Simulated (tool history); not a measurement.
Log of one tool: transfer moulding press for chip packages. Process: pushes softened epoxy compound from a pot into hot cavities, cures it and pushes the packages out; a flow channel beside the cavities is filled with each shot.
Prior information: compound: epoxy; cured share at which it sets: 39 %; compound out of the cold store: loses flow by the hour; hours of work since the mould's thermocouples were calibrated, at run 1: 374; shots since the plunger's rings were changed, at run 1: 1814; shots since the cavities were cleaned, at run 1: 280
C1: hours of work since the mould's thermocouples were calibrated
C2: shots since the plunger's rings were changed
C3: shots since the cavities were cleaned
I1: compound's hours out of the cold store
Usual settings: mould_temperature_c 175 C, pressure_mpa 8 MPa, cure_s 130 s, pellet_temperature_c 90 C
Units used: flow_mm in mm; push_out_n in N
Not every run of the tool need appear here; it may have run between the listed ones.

run 1 hour=0 | mould_temperature_c=175 pressure_mpa=8 cure_s=130 pellet_temperature_c=90 | C1=374 C2=1814 C3=280 | I1=35.5 | flow_mm=882 push_out_n=428
run 2 hour=10.6 | mould_temperature_c=175 pressure_mpa=8 cure_s=130 pellet_temperature_c=90 | C1=383 C2=1935 C3=401 | I1=25.9 | flow_mm=919 push_out_n=465
run 3 hour=21.7 | mould_temperature_c=175 pressure_mpa=8 cure_s=130 pellet_temperature_c=90 | C1=392 C2=2062 C3=528 | I1=42.7 | flow_mm=859 push_out_n=510
run 4 hour=29.6 | mould_temperature_c=167 pressure_mpa=8 cure_s=130 pellet_temperature_c=90 | C1=398 C2=2153 C3=619 | I1=30 | flow_mm=931 push_out_n=673
-- hour=32.2 cavities cleaned with cleaning compound and waxed
run 5 hour=42.2 | mould_temperature_c=175 pressure_mpa=8 cure_s=130 pellet_temperature_c=90 | C1=407 C2=2279 C3=114 | I1=10.2 | flow_mm=969 push_out_n=330
run 6 hour=47.6 | mould_temperature_c=175 pressure_mpa=8 cure_s=130 pellet_temperature_c=90 | C1=411 C2=2342 C3=177 | I1=10 | flow_mm=971 push_out_n=373
run 7 hour=54.1 | mould_temperature_c=175 pressure_mpa=8 cure_s=130 pellet_temperature_c=90 | C1=416 C2=2417 C3=252 | I1=46.8 | flow_mm=835 push_out_n=390
run 8 hour=62.5 | mould_temperature_c=175 pressure_mpa=8 cure_s=130 pellet_temperature_c=90 | C1=423 C2=2512 C3=347 | I1=35.7 | flow_mm=871 push_out_n=437
run 9 hour=69.6 | mould_temperature_c=175 pressure_mpa=8 cure_s=130 pellet_temperature_c=90 | C1=429 C2=2594 C3=429 | I1=12.3 | flow_mm=952 push_out_n=487
run 10 hour=81.1 | mould_temperature_c=175 pressure_mpa=8 cure_s=130 pellet_temperature_c=90 | C1=438 C2=2726 C3=561 | I1=27.8 | flow_mm=895 push_out_n=508
-- hour=88.7 cavities cleaned with cleaning compound and waxed
run 11 hour=93.8 | mould_temperature_c=181 pressure_mpa=8 cure_s=130 pellet_temperature_c=90 | C1=447 C2=2854 C3=58 | I1=41.7 | flow_mm=825 push_out_n=289
-- hour=101.4 plunger's sealing rings changed
run 12 hour=106.7 | mould_temperature_c=175 pressure_mpa=8 cure_s=130 pellet_temperature_c=88 | C1=455 C2=61 C3=177 | I1=12.1 | flow_mm=986 push_out_n=376
run 13 hour=113.7 | mould_temperature_c=175 pressure_mpa=8 cure_s=130 pellet_temperature_c=88 | C1=461 C2=142 C3=258 | I1=10.9 | flow_mm=986 push_out_n=421
run 14 hour=121.5 | mould_temperature_c=175 pressure_mpa=8 cure_s=130 pellet_temperature_c=88 | C1=467 C2=230 C3=346 | I1=8.1 | flow_mm=1008 push_out_n=464
run 15 hour=128.6 | mould_temperature_c=177 pressure_mpa=8 cure_s=115 pellet_temperature_c=88 | C1=473 C2=312 C3=428 | I1=11.7 | flow_mm=979 push_out_n=501
run 16 hour=137.8 | mould_temperature_c=169 pressure_mpa=7.19 cure_s=130 pellet_temperature_c=90 | C1=480 C2=417 C3=533 | I1=42.8 | flow_mm=862 push_out_n=582
-- hour=147.8 cavities cleaned with cleaning compound and waxed
run 17 hour=150.7 | mould_temperature_c=169 pressure_mpa=7.19 cure_s=121 pellet_temperature_c=90 | C1=489 C2=548 C3=33 | I1=17.7 | flow_mm=939 push_out_n=420
run 18 hour=161 | mould_temperature_c=168 pressure_mpa=7.19 cure_s=121 pellet_temperature_c=81 | C1=497 C2=666 C3=151 | I1=39.5 | flow_mm=875 push_out_n=512
run 19 hour=166 | mould_temperature_c=178 pressure_mpa=8 cure_s=161 pellet_temperature_c=90 | C1=501 C2=723 C3=208 | I1=36.5 | flow_mm=877 push_out_n=373
run 20 hour=176.6 | mould_temperature_c=178 pressure_mpa=8 cure_s=161 pellet_temperature_c=90 | C1=510 C2=845 C3=330 | I1=23.1 | flow_mm=917 push_out_n=414
run 21 hour=184.6 | mould_temperature_c=177 pressure_mpa=8 cure_s=140 pellet_temperature_c=100 | C1=516 C2=937 C3=422 | I1=27.5 | flow_mm=910 push_out_n=457
run 22 hour=194.7 | mould_temperature_c=177 pressure_mpa=6.87 cure_s=115 pellet_temperature_c=95 | C1=524 C2=1052 C3=537 | I1=46.8 | flow_mm=786 push_out_n=507
run 23 hour=201.4 | mould_temperature_c=175 pressure_mpa=8 cure_s=130 pellet_temperature_c=82 | C1=529 C2=1128 C3=613 | I1=35.8 | flow_mm=898 push_out_n=516
-- hour=204.8 cavities cleaned with cleaning compound and waxed
run 24 hour=208.2 | mould_temperature_c=171 pressure_mpa=9.28 cure_s=130 pellet_temperature_c=87 | C1=534 C2=1189 C3=38 | I1=33.2 | flow_mm=994 push_out_n=339
run 25 hour=216.2 | mould_temperature_c=181 pressure_mpa=9.5 cure_s=130 pellet_temperature_c=90 | C1=540 C2=1281 C3=130 | I1=29.6 | flow_mm=967 push_out_n=334
run 26 hour=224.3 | mould_temperature_c=175 pressure_mpa=8 cure_s=138 pellet_temperature_c=98 | C1=547 C2=1374 C3=223 | I1=9 | flow_mm=967 push_out_n=392
run 27 hour=229.1 | mould_temperature_c=175 pressure_mpa=7.96 cure_s=131 pellet_temperature_c=90 | C1=550 C2=1429 C3=278 | I1=25.9 | flow_mm=913 push_out_n=394
run 28 hour=235.3 | mould_temperature_c=175 pressure_mpa=8 cure_s=130 pellet_temperature_c=87 | C1=555 C2=1500 C3=349 | I1=46.8 | flow_mm=846 push_out_n=438

Alternative continuations, all from the tool just after run 28; predict every row:
run A hour=245.4 | mould_temperature_c=175 pressure_mpa=8.82 cure_s=125 pellet_temperature_c=84 | C1=563 C2=1615 C3=464 | I1=36.4 | flow_mm=? push_out_n=?
run B hour=245.4 | mould_temperature_c=175 pressure_mpa=9.72 cure_s=130 pellet_temperature_c=90 | C1=563 C2=1615 C3=464 | I1=45.4 | flow_mm=? push_out_n=?
run C hour=245.4 | mould_temperature_c=170 pressure_mpa=6.74 cure_s=135 pellet_temperature_c=90 | C1=563 C2=1615 C3=464 | I1=25.5 | flow_mm=? push_out_n=?
run D hour=245.4 | mould_temperature_c=168 pressure_mpa=8 cure_s=126 pellet_temperature_c=81 | C1=563 C2=1615 C3=464 | I1=33.1 | flow_mm=? push_out_n=?
run E hour=245.4 | mould_temperature_c=174 pressure_mpa=8.27 cure_s=130 pellet_temperature_c=87 | C1=563 C2=1615 C3=464 | I1=20.4 | flow_mm=? push_out_n=?

run=A flow_mm=941 push_out_n=472
run=B flow_mm=946 push_out_n=469
run=C flow_mm=863 push_out_n=531
run=D flow_mm=926 push_out_n=651
run=E flow_mm=960 push_out_n=494
Had the tool no hidden state, the same runs would have come out as:
run=A flow_mm=971 push_out_n=264
run=B flow_mm=976 push_out_n=264
run=C flow_mm=890 push_out_n=290
run=D flow_mm=955 push_out_n=354
run=E flow_mm=991 push_out_n=275
